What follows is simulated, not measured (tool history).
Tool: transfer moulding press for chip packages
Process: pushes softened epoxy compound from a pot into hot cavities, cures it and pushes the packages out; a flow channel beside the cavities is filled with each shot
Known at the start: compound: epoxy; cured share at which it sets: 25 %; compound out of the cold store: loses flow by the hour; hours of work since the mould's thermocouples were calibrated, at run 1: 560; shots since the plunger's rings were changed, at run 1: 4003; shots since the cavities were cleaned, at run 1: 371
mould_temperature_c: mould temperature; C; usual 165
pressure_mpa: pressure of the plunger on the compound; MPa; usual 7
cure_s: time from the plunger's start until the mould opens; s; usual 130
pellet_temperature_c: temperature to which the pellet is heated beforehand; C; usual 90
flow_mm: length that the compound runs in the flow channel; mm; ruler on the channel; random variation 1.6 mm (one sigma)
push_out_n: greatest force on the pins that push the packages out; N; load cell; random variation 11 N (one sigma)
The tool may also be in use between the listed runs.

| run | hour | mould_temperature_c | pressure_mpa | cure_s | pellet_temperature_c | hours of work since the mould's thermocouples were calibrated | shots since the plunger's rings were changed | shots since the cavities were cleaned | incoming compound's hours out of the cold store | flow_mm | push_out_n |
|---|---|---|---|---|---|---|---|---|---|---|---|
| 1 | 0 | 165 | 7 | 130 | 90 | 560 | 4003 | 371 | 42.6 | 631 | 813 |
|  | 11.4 | cavities cleaned with cleaning compound and waxed |
| 2 | 37.4 | 171 | 7 | 130 | 90 | 575 | 4218 | 156 | 33.6 | 643 | 564 |
| 3 | 55.6 | 171 | 7 | 130 | 90 | 582 | 4326 | 264 | 17.6 | 701 | 665 |
|  | 64 | plunger's sealing rings changed |
|  | 87.6 | cavities cleaned with cleaning compound and waxed |
| 4 | 90 | 171 | 7 | 130 | 90 | 595 | 146 | 14 | 37.7 | 660 | 479 |
| 5 | 116.7 | 171 | 7 | 130 | 90 | 606 | 306 | 174 | 32.1 | 679 | 611 |
| 6 | 137.9 | 163 | 7 | 130 | 90 | 615 | 434 | 302 | 44.3 | 661 | 871 |
|  | 162.1 | cavities cleaned with cleaning compound and waxed |
| 7 | 162.1 | 163 | 7 | 130 | 90 | 624 | 569 | 0 | 28.5 | 719 | 626 |
|  | 172 | mould's thermocouples calibrated |
| 8 | 198.6 | 163 | 7 | 130 | 90 | 11 | 776 | 207 | 14.9 | 774 | 922 |
| 9 | 229.1 | 157 | 7 | 130 | 90 | 23 | 959 | 390 | 41.5 | 689 | 1611 |
|  | 236.1 | mould's thermocouples calibrated, once more |
|  | 239.5 | cavities cleaned with cleaning compound and waxed |
| 10 | 264.1 | 157 | 7 | 130 | 90 | 11 | 1147 | 148 | 46.3 | 664 | 1070 |
| 11 | 290.6 | 157 | 7 | 130 | 90 | 22 | 1306 | 307 | 19 | 770 | 1319 |
|  | 314.6 | cavities cleaned with cleaning compound and waxed |
| 12 | 331.8 | 157 | 7 | 130 | 90 | 38 | 1543 | 103 | 16.7 | 777 | 1187 |
| 13 | 371.4 | 157 | 7 | 130 | 90 | 54 | 1780 | 340 | 8.5 | 811 | 1519 |
|  | 388.9 | cavities cleaned with cleaning compound and waxed |
| 14 | 406.5 | 165 | 7 | 130 | 90 | 68 | 1982 | 106 | 37.1 | 663 | 601 |
| 15 | 436.3 | 159 | 7 | 132 | 90 | 80 | 2160 | 284 | 38.5 | 675 | 1019 |
|  | 463.9 | cavities cleaned with cleaning compound and waxed |
| 16 | 470.1 | 159 | 7 | 132 | 90 | 94 | 2354 | 38 | 29.8 | 707 | 822 |
| 17 | 502.7 | 159 | 7 | 132 | 90 | 107 | 2548 | 232 | 17.4 | 756 | 1071 |
|  | 539.1 | cavities cleaned with cleaning compound and waxed |
| 18 | 544.4 | 159 | 7 | 132 | 90 | 124 | 2790 | 32 | 27.5 | 711 | 829 |
| 19 | 571.5 | 159 | 7 | 132 | 90 | 135 | 2952 | 194 | 10.8 | 783 | 1057 |
| 20 | 601.6 | 165 | 5.77 | 132 | 89 | 147 | 3132 | 374 | 46 | 566 | 766 |
|  | 613.9 | cavities cleaned with cleaning compound and waxed |
| 21 | 634.2 | 165 | 6.7 | 132 | 89 | 160 | 3318 | 121 | 18.7 | 707 | 642 |
| 22 | 659.9 | 165 | 6.7 | 132 | 89 | 170 | 3472 | 275 | 38.2 | 636 | 690 |
| 23 | 682.2 | 159 | 7 | 133 | 90 | 180 | 3606 | 409 | 18 | 747 | 1193 |
|  | 688.7 | cavities cleaned with cleaning compound and waxed |
| 24 | 713.6 | 159 | 7 | 133 | 90 | 192 | 3785 | 150 | 27.1 | 708 | 956 |
| 25 | 734.6 | 159 | 7 | 133 | 90 | 200 | 3911 | 276 | 10.2 | 776 | 1185 |
|  | 761.7 | cavities cleaned with cleaning compound and waxed |
| 26 | 772.3 | 170 | 7.64 | 166 | 84 | 215 | 4127 | 63 | 8.5 | 772 | 510 |
| 27 | 792.7 | 170 | 7.64 | 166 | 84 | 224 | 4249 | 185 | 46.2 | 626 | 556 |

Some steps in flow_mm between neighbouring runs. How much of each would the tool show without its hidden state too (settings, what came in, random variation), and how much is left for the hidden state, with any gauge scatter that isn't in both results?
The hidden state here: true mould temperature over the reading, C; pressure that reaches the compound, % of what is set; grip of the stained cavities, % over clean ones'; drift of the gauge itself on flow_mm, %; drift of the gauge itself on push_out_n, %.
Run 3 -> 4: plunger's sealing rings changed, cavities cleaned with cleaning compound and waxed. flow_mm -41 mm: hidden state +34, all else -75.
Run 9 -> 10: mould's thermocouples calibrated, once more, cavities cleaned with cleaning compound and waxed. flow_mm -25 mm: hidden state -11, all else -14.
Run 13 -> 14: mould_temperature_c 157 -> 165, cavities cleaned with cleaning compound and waxed. flow_mm -148 mm: hidden state +2, all else -150.
Run 19 -> 20: mould_temperature_c 159 -> 165, pressure_mpa 7 -> 5.77, pellet_temperature_c 90 -> 89. flow_mm -217 mm: hidden state +7, all else -224.

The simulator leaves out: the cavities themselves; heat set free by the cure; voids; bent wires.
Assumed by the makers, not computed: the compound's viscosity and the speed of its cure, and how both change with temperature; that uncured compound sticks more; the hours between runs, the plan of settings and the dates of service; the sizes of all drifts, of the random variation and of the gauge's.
